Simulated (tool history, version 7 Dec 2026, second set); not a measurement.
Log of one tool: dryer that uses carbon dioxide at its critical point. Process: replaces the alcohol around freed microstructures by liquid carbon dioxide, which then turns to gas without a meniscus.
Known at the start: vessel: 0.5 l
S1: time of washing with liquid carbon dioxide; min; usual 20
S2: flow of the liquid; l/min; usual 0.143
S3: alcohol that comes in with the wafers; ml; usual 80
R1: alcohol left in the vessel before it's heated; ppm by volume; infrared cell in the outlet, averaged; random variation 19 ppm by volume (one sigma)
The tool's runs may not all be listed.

run	hour	S1	S2	S3	R1
1	0.0	20	0.143	80	1395
2	7.7	20	0.137	80	1704
3	14.6	20	0.143	80	1454
4	20.2	20	0.143	80	1481
5	30.3	20	0.143	80	1478
6	41.2	20	0.143	80	1506
7	49.9	27	0.135	36	267
8	58.4	27	0.135	36	277
9	69.1	20	0.106	80	4996
10	76.4	20	0.106	80	4912
11	81.7	27	0.206	69	120
12	92.5	27	0.206	69	123

Forecast each of these 4 alternatives for the next run:
A	103.5	28	0.143	98	?
B	103.5	16	0.102	36	?
C	103.5	26	0.217	116	?
D	103.5	12	0.181	30	?

run	R1
A	386
B	5227
C	127
D	1841
Without the tool's hidden state the same runs would have given:
run	R1
A	216
B	4550
C	17
D	1487
